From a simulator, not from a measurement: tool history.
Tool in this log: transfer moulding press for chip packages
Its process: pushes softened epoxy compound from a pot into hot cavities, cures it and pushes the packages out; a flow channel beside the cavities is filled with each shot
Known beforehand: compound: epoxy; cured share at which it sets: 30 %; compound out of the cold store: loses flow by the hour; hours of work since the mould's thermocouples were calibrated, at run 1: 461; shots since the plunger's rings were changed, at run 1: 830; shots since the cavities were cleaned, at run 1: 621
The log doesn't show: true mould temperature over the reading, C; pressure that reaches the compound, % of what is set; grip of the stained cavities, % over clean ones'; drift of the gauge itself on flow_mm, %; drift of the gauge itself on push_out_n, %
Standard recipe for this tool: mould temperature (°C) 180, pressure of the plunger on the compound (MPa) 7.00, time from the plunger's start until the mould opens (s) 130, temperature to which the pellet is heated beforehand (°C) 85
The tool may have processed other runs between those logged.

run   hour  mould temperature (°C)  pressure of the plunger on the compound (MPa)  time from the plunger's start until the mould opens (s)  temperature to which the pellet is heated beforehand (°C)  hours of work since the mould's thermocouples were calibrated  shots since the plunger's rings were changed  shots since the cavities were cleaned  incoming compound's hours out of the cold store  length that the compound runs in the flow channel (mm)  greatest force on the pins that push the packages out (N)
  1    0.0                     180                                           7.00                                                      130                                                         85                                                            461                                           830                                    621                                             32.8                                                     964                                                        329
  2   11.0                     180                                           7.00                                                      130                                                         85                                                            468                                           928                                    719                                             36.1                                                     962                                                        327
      26.6  -- cavities cleaned with cleaning compound and waxed
  3   33.0                     180                                           7.00                                                      130                                                         85                                                            481                                          1111                                     58                                             16.2                                                    1021                                                        325
  4   54.1                     174                                           7.00                                                      130                                                         85                                                            494                                          1298                                    245                                             11.3                                                    1073                                                        434
  5   74.0                     174                                           7.00                                                      130                                                         85                                                            507                                          1475                                    422                                             10.2                                                    1086                                                        437
  6   90.1                     174                                           7.00                                                      130                                                         85                                                            517                                          1619                                    566                                             25.7                                                    1034                                                        417
  7  101.4                     180                                           7.00                                                      130                                                         94                                                            524                                          1718                                    665                                             38.3                                                     949                                                        331
  8  110.3                     180                                           7.00                                                      130                                                         94                                                            529                                          1797                                    744                                             44.5                                                     936                                                        329
     122.5  -- cavities cleaned with cleaning compound and waxed
  9  132.6                     180                                           5.58                                                      130                                                         85                                                            542                                          1983                                     90                                             46.8                                                     820                                                        318
 10  143.8                     180                                           5.58                                                      168                                                         85                                                            549                                          2083                                    190                                             14.7                                                     922                                                        306
 11  153.4                     180                                           7.00                                                      130                                                         85                                                            555                                          2168                                    275                                             47.8                                                     921                                                        310
 12  168.7                     180                                           7.00                                                      130                                                         85                                                            565                                          2304                                    411                                             31.1                                                     968                                                        326
 13  182.2                     180                                           7.00                                                      130                                                         85                                                            573                                          2424                                    531                                             27.1                                                     985                                                        339
 14  191.7                     180                                           8.72                                                      130                                                         85                                                            579                                          2509                                    616                                             41.3                                                    1049                                                        309
 15  202.1                     177                                           8.72                                                      130                                                         85                                                            586                                          2601                                    708                                             20.2                                                    1156                                                        365
     217.8  -- cavities cleaned with cleaning compound and waxed
 16  217.9                     177                                           8.72                                                      130                                                         85                                                            595                                          2728                                      1                                             17.5                                                    1161                                                        364
 17  231.5                     180                                           6.52                                                      130                                                         89                                                            603                                          2850                                    123                                             26.7                                                     954                                                        340
 18  252.8                     180                                           6.52                                                      130                                                         89                                                            616                                          3039                                    312                                             29.7                                                     933                                                        315
 19  263.4                     180                                           7.00                                                      134                                                         83                                                            623                                          3133                                    406                                             17.7                                                    1007                                                        322
 20  278.8                     173                                           7.79                                                      153                                                         89                                                            633                                          3270                                    543                                             10.2                                                    1161                                                        353
 21  299.1                     173                                           7.79                                                      153                                                         89                                                            645                                          3451                                    724                                             29.7                                                    1089                                                        366
     313.4  -- cavities cleaned with cleaning compound and waxed
 22  316.7                     184                                           7.69                                                      139                                                         92                                                            655                                          3594                                     30                                             38.9                                                     969                                                        301
 23  329.2                     184                                           7.69                                                      139                                                         92                                                            663                                          3705                                    141                                             26.1                                                    1013                                                        307
 24  344.1                     180                                           7.33                                                      130                                                         85                                                            672                                          3838                                    274                                             37.1                                                     979                                                        317
 25  358.6                     180                                           7.33                                                      130                                                         85                                                            682                                          3967                                    403                                             24.0                                                    1022                                                        323
 26  377.2                     180                                           7.00                                                      129                                                         75                                                            693                                          4132                                    568                                             16.7                                                    1027                                                        329
 27  388.3                     175                                           7.00                                                      130                                                         77                                                            700                                          4231                                    667                                             30.5                                                    1009                                                        397
 28  404.3                     175                                           7.00                                                      130                                                         77                                                            710                                          4374                                    810                                             13.1                                                    1064                                                        423
     409.0  -- cavities cleaned with cleaning compound and waxed
 29  424.1                     175                                           7.00                                                      130                                                         85                                                            721                                          4536                                    135                                             40.8                                                     973                                                        372
 30  444.9                     175                                           7.00                                                      130                                                         85                                                            734                                          4721                                    320                                             43.2                                                     953                                                        382

3 options for the next run, each taken on its own from the tool as it stands now. Forecast them:
  A  463.3                     180                                           7.00                                                      123                                                         77                                                            746                                          4885                                    484                                             33.2                                                       ?                                                          ?
  B  463.3                     185                                           7.00                                                      135                                                         89                                                            746                                          4885                                    484                                             18.0                                                       ?                                                          ?
  C  463.3                     177                                           6.30                                                      153                                                         85                                                            746                                          4885                                    484                                             44.4                                                       ?                                                          ?

run  length that the compound runs in the flow channel (mm)  greatest force on the pins that push the packages out (N)
  A                                                     965                                                        340
  B                                                     999                                                        296
  C                                                     899                                                        330
What these runs would have given with no unlogged condition in the tool:
run  length that the compound runs in the flow channel (mm)  greatest force on the pins that push the packages out (N)
  A                                                     965                                                        337
  B                                                     999                                                        294
  C                                                     900                                                        327
